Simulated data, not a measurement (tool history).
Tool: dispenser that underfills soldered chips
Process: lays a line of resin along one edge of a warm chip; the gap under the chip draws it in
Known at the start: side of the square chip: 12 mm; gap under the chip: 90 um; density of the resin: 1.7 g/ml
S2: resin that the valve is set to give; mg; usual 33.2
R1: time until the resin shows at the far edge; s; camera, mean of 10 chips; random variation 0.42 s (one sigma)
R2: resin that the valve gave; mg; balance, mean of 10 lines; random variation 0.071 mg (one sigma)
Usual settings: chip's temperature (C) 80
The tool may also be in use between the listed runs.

{"run": 1, "hour": 0.0, "chip's temperature (C)": 80, "S2": 33.2, "R1": 31.5, "R2": 33.2}
{"run": 2, "hour": 5.9, "chip's temperature (C)": 80, "S2": 33.2, "R1": 37.5, "R2": 33.09}
{"hour": 6.6, "done": "new syringe of resin"}
{"run": 3, "hour": 10.5, "chip's temperature (C)": 80, "S2": 33.2, "R1": 29.9, "R2": 32.98}
{"run": 4, "hour": 15.3, "chip's temperature (C)": 80, "S2": 33.2, "R1": 34.6, "R2": 32.86}
{"hour": 19.0, "done": "new syringe of resin"}
{"run": 5, "hour": 21.4, "chip's temperature (C)": 80, "S2": 33.2, "R1": 29.3, "R2": 32.71}
{"run": 6, "hour": 27.3, "chip's temperature (C)": 80, "S2": 33.2, "R1": 34.1, "R2": 32.49}
{"hour": 31.9, "done": "new syringe of resin"}
{"run": 7, "hour": 32.1, "chip's temperature (C)": 80, "S2": 37.0, "R1": 26.7, "R2": 36.02}
{"run": 8, "hour": 38.6, "chip's temperature (C)": 80, "S2": 37.0, "R1": 33.3, "R2": 35.92}
{"run": 9, "hour": 43.6, "chip's temperature (C)": 80, "S2": 37.0, "R1": 37.4, "R2": 35.91}
{"hour": 44.6, "done": "new syringe of resin"}
{"run": 10, "hour": 51.3, "chip's temperature (C)": 80, "S2": 30.8, "R1": 33.5, "R2": 29.61}
{"run": 11, "hour": 55.5, "chip's temperature (C)": 80, "S2": 30.8, "R1": 37.4, "R2": 29.82}
{"hour": 57.1, "done": "new syringe of resin"}
{"run": 12, "hour": 59.5, "chip's temperature (C)": 80, "S2": 33.2, "R1": 29.2, "R2": 31.8}
{"run": 13, "hour": 64.8, "chip's temperature (C)": 80, "S2": 33.2, "R1": 34.6, "R2": 31.63}
{"hour": 69.2, "done": "dispensing valve cleaned and set on the balance"}
{"run": 14, "hour": 69.6, "chip's temperature (C)": 74, "S2": 33.2, "R1": 50.2, "R2": 33.2}
{"hour": 70.5, "done": "new syringe of resin"}
{"run": 15, "hour": 75.4, "chip's temperature (C)": 80, "S2": 33.2, "R1": 31.1, "R2": 33.23}
{"run": 16, "hour": 78.8, "chip's temperature (C)": 89, "S2": 40.2, "R1": 21.3, "R2": 39.92}
{"hour": 83.3, "done": "new syringe of resin"}
{"run": 17, "hour": 86.6, "chip's temperature (C)": 81, "S2": 29.1, "R1": 27.7, "R2": 28.81}
{"run": 18, "hour": 91.8, "chip's temperature (C)": 81, "S2": 29.1, "R1": 33.1, "R2": 28.67}
{"hour": 95.7, "done": "new syringe of resin"}
{"run": 19, "hour": 97.5, "chip's temperature (C)": 81, "S2": 29.1, "R1": 27.2, "R2": 28.63}
{"run": 20, "hour": 103.3, "chip's temperature (C)": 75, "S2": 33.2, "R1": 41.8, "R2": 32.58}
{"run": 21, "hour": 106.7, "chip's temperature (C)": 85, "S2": 32.1, "R1": 28.2, "R2": 31.27}
{"hour": 108.2, "done": "new syringe of resin"}
{"run": 22, "hour": 110.6, "chip's temperature (C)": 85, "S2": 32.1, "R1": 23.6, "R2": 31.27}
{"run": 23, "hour": 115.2, "chip's temperature (C)": 67, "S2": 40.4, "R1": 60.6, "R2": 39.26}
{"hour": 120.9, "done": "new syringe of resin"}
{"run": 24, "hour": 122.1, "chip's temperature (C)": 82, "S2": 38.9, "R1": 24.8, "R2": 37.58}
{"run": 25, "hour": 129.5, "chip's temperature (C)": 80, "S2": 28.6, "R1": 35.6, "R2": 27.49}
{"hour": 133.5, "done": "new syringe of resin"}
{"run": 26, "hour": 136.1, "chip's temperature (C)": 72, "S2": 33.2, "R1": 43.1, "R2": 31.72}
{"hour": 138.6, "done": "dispensing valve cleaned and set on the balance"}
{"run": 27, "hour": 144.1, "chip's temperature (C)": 66, "S2": 32.9, "R1": 70.6, "R2": 32.67}
{"hour": 146.9, "done": "new syringe of resin"}
{"run": 28, "hour": 147.4, "chip's temperature (C)": 66, "S2": 32.9, "R1": 55.6, "R2": 32.71}
{"run": 29, "hour": 151.1, "chip's temperature (C)": 66, "S2": 32.9, "R1": 61.6, "R2": 32.54}

3 ways to go on from here, each from the tool as it stands after run 29. What would each give?
{"run": "A", "hour": 155.3, "chip's temperature (C)": 66, "S2": 30.2, "R1": "?", "R2": "?"}
{"run": "B", "hour": 155.3, "chip's temperature (C)": 94, "S2": 34.4, "R1": "?", "R2": "?"}
{"run": "C", "hour": 155.3, "chip's temperature (C)": 83, "S2": 33.2, "R1": "?", "R2": "?"}

run=A R1=69.6 R2=29.81
run=B R1=17.2 R2=34.03
run=C R1=28.5 R2=32.81
Without the tool's hidden state the same runs would have given:
run=A R1=60.9 R2=30.23
run=B R1=14.9 R2=34.50
run=C R1=24.7 R2=33.26

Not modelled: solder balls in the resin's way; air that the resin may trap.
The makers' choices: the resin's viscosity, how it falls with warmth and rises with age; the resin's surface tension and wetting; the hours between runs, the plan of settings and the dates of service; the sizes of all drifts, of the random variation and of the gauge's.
